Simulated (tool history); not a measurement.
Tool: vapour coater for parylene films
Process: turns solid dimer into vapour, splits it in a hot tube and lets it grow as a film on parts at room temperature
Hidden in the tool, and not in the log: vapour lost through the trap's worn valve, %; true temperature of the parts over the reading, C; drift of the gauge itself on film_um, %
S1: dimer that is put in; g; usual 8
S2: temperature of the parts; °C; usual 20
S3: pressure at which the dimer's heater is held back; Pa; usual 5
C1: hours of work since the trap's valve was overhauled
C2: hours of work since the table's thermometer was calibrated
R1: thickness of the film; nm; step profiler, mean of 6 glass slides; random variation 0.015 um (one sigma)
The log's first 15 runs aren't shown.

run,hour,S1,S2,S3,C1,C2,R1
16,342.3,8,20,4.29,330,535,2040
17,364.3,8,20,5,346,551,1950
18,391.9,8,12,9.05,367,572,2090
19,404.4,8,16,5.9,376,581,2080
20,420.7,8,20,2.52,388,593,2270
21,449.6,8,24,10.3,410,615,1490
22,465.8,11,24,5.75,422,627,2300
23,483.9,8,30,6.15,436,641,1400
24,498.3,8,30,6.15,447,652,1400
25,525.8,8,27,5,467,672,1580
26,548,14,18,5,484,689,3460
27,570.7,10,20,3.15,501,706,2620
28,583.8,10,20,3.15,511,716,2610
29,596.2,4,25,4,520,725,850
30,614.9,4,25,4,535,739,850

The next listed run, before its measurement:
31,641,4,31,5.17,554,759,?

Run 31 gave R1 690 nm.
Without the tool's hidden state the same run would have given R1 770 nm.
